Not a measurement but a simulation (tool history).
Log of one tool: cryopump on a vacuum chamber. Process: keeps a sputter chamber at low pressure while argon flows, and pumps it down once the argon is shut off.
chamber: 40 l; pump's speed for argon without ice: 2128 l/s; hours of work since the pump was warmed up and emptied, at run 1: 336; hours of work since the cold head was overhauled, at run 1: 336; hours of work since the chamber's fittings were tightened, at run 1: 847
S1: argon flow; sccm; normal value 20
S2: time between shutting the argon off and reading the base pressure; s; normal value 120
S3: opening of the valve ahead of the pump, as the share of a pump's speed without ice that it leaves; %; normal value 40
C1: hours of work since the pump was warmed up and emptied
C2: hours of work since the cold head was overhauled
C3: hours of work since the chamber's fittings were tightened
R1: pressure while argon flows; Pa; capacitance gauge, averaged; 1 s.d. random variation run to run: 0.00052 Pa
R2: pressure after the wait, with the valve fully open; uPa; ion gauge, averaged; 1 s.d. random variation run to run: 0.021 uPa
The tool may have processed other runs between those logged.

| run | hour | S1 | S2 | S3 | C1 | C2 | C3 | R1 | R2 |
|---|---|---|---|---|---|---|---|---|---|
| 1 | 0 | 20 | 120 | 40 | 336 | 336 | 847 | 0.0417 | 0.59 |
| 2 | 20.1 | 20 | 120 | 40 | 350 | 350 | 861 | 0.0422 | 0.62 |
| 3 | 29.9 | 20 | 120 | 40 | 357 | 357 | 867 | 0.043 | 0.61 |
| 4 | 50.8 | 20 | 120 | 40 | 371 | 371 | 882 | 0.0416 | 0.64 |
| 5 | 65.4 | 20 | 120 | 40 | 381 | 381 | 891 | 0.0424 | 0.61 |
| 6 | 85.1 | 20 | 120 | 40 | 394 | 394 | 905 | 0.0426 | 0.66 |
| 7 | 94.3 | 20 | 120 | 40 | 401 | 401 | 911 | 0.0426 | 0.65 |
| 8 | 108.3 | 11 | 120 | 40 | 410 | 410 | 921 | 0.0228 | 0.65 |
| 9 | 121.3 | 32 | 65 | 26 | 419 | 419 | 930 | 0.1014 | 0.85 |
| 10 | 131.1 | 12 | 65 | 40 | 426 | 426 | 936 | 0.0253 | 0.86 |
| 11 | 151.5 | 12 | 36 | 40 | 440 | 440 | 950 | 0.0253 | 1.31 |
| 12 | 172 | 8 | 36 | 19 | 453 | 453 | 964 | 0.0346 | 1.24 |
| 13 | 188.3 | 15 | 20 | 54 | 465 | 465 | 975 | 0.024 | 2 |
| 14 | 209.2 | 8 | 120 | 43 | 479 | 479 | 989 | 0.0159 | 0.67 |
| 15 | 219.6 | 8 | 123 | 15 | 486 | 486 | 997 | 0.044 | 0.64 |
| 16 | 234.4 | 37 | 226 | 17 | 496 | 496 | 1007 | 0.1784 | 0.58 |

Alternative continuations, all from the tool just after run 16; predict every row:
| A | 253.7 | 18 | 65 | 48 | 509 | 509 | 1020 | ? | ? |
| B | 253.7 | 26 | 94 | 29 | 509 | 509 | 1020 | ? | ? |
| C | 253.7 | 20 | 252 | 50 | 509 | 509 | 1020 | ? | ? |
| D | 253.7 | 37 | 43 | 47 | 509 | 509 | 1020 | ? | ? |
| E | 253.7 | 30 | 188 | 17 | 509 | 509 | 1020 | ? | ? |

| run | R1 | R2 |
|---|---|---|
| A | 0.0332 | 0.93 |
| B | 0.0746 | 0.78 |
| C | 0.0353 | 0.55 |
| D | 0.0671 | 1.17 |
| E | 0.145 | 0.59 |
The same runs, with their run-to-run variation unchanged, on a tool lacking any hidden condition would have given:
| run | R1 | R2 |
|---|---|---|
| A | 0.0303 | 0.65 |
| B | 0.0704 | 0.5 |
| C | 0.0321 | 0.28 |
| D | 0.0612 | 0.9 |
| E | 0.1401 | 0.31 |
